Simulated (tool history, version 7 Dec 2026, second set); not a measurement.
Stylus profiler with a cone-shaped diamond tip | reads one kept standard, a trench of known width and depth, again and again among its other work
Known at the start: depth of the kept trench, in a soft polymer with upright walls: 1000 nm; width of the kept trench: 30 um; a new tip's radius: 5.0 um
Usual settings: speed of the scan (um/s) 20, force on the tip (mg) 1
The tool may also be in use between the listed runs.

| run | hour | speed of the scan (um/s) | force on the tip (mg) | depth of the trench (angstrom) | width of the trench's floor (nm) |
|---|---|---|---|---|---|
| 1 | 0 | 20 | 1 | 10062.4 | 23500 |
| 2 | 32.1 | 9 | 1 | 10062.5 | 23540 |
| 3 | 61.5 | 9 | 1 | 10061.6 | 23580 |
| 4 | 95 | 43 | 1 | 10066.7 | 23340 |
| 5 | 118.1 | 43 | 1 | 10066.8 | 23370 |
| 6 | 144.5 | 20 | 0.36 | 10038 | 23450 |
| 7 | 175.2 | 20 | 0.36 | 10041.7 | 23430 |
| 8 | 195.3 | 20 | 1 | 10070.5 | 23480 |
| 9 | 211.2 | 20 | 1 | 10066 | 23490 |
| 10 | 238.7 | 20 | 1 | 10068.1 | 23410 |
| 11 | 269.5 | 20 | 1 | 10066.6 | 23360 |
| 12 | 288.3 | 20 | 1 | 10062.9 | 23420 |
| 13 | 309.5 | 20 | 1 | 10066.8 | 23450 |
| 14 | 333.8 | 20 | 1 | 10072.2 | 23440 |
| 15 | 359 | 20 | 2.4 | 10112.7 | 23490 |
| 16 | 374.6 | 10 | 2.4 | 10118 | 23510 |
| 17 | 390.5 | 37 | 2.43 | 10107.7 | 23440 |
| 18 | 426.2 | 69 | 1 | 10067.8 | 23170 |
| 19 | 442.8 | 10 | 1.58 | 10086.8 | 23440 |
| 20 | 467.3 | 10 | 1.58 | 10086.9 | 23460 |
| 21 | 494 | 39 | 2.53 | 10110.2 | 23340 |
| 22 | 530.3 | 22 | 0.34 | 10041.5 | 23280 |
| 23 | 548.2 | 14 | 2.61 | 10115.9 | 23370 |
| 24 | 577.4 | 41 | 0.7 | 10060 | 23230 |
| 25 | 601.4 | 14 | 0.7 | 10061.9 | 23330 |
| 26 | 631.2 | 14 | 0.7 | 10053.3 | 23310 |
| 27 | 656.3 | 14 | 0.7 | 10057.8 | 23360 |
| 28 | 681.9 | 34 | 0.59 | 10054.9 | 23250 |
| 29 | 706.6 | 34 | 0.59 | 10049.1 | 23250 |
| 30 | 737.9 | 10 | 1 | 10070.2 | 23380 |
| 31 | 763.2 | 47 | 0.66 | 10056.3 | 23100 |
| 32 | 790.1 | 42 | 1.19 | 10082.1 | 23180 |

Hidden state or all else? Some run-to-run changes of depth of the trench (angstrom), split into what the settings, what came in and random variation would give without the hidden state, and what is left for the hidden state (with any gauge scatter that isn't in both results):
The hidden state here: radius of the tip, um; height scale over the true one, %; drift of the gauge itself on depth_nm, %; drift of the gauge itself on floor_um, %.
Run 3 -> 4: speed of the scan (um/s) 9 -> 43. depth of the trench (angstrom) +5.1: hidden state +0.3, all else +4.8.
Run 7 -> 8: force on the tip (mg) 0.36 -> 1. depth of the trench (angstrom) +28.8: hidden state +0.3, all else +28.5.
Run 9 -> 10: no setting changed, nothing entered. depth of the trench (angstrom) +2.1: hidden state +0.3, all else +1.8.
Run 21 -> 22: speed of the scan (um/s) 39 -> 22, force on the tip (mg) 2.53 -> 0.34. depth of the trench (angstrom) -68.7: hidden state +0.3, all else -69.
Run 22 -> 23: speed of the scan (um/s) 22 -> 14, force on the tip (mg) 0.34 -> 2.61. depth of the trench (angstrom) +74.4: hidden state +0.2, all else +74.2.
Run 23 -> 24: speed of the scan (um/s) 14 -> 41, force on the tip (mg) 2.61 -> 0.7. depth of the trench (angstrom) -55.9: hidden state +0.2, all else -56.1.
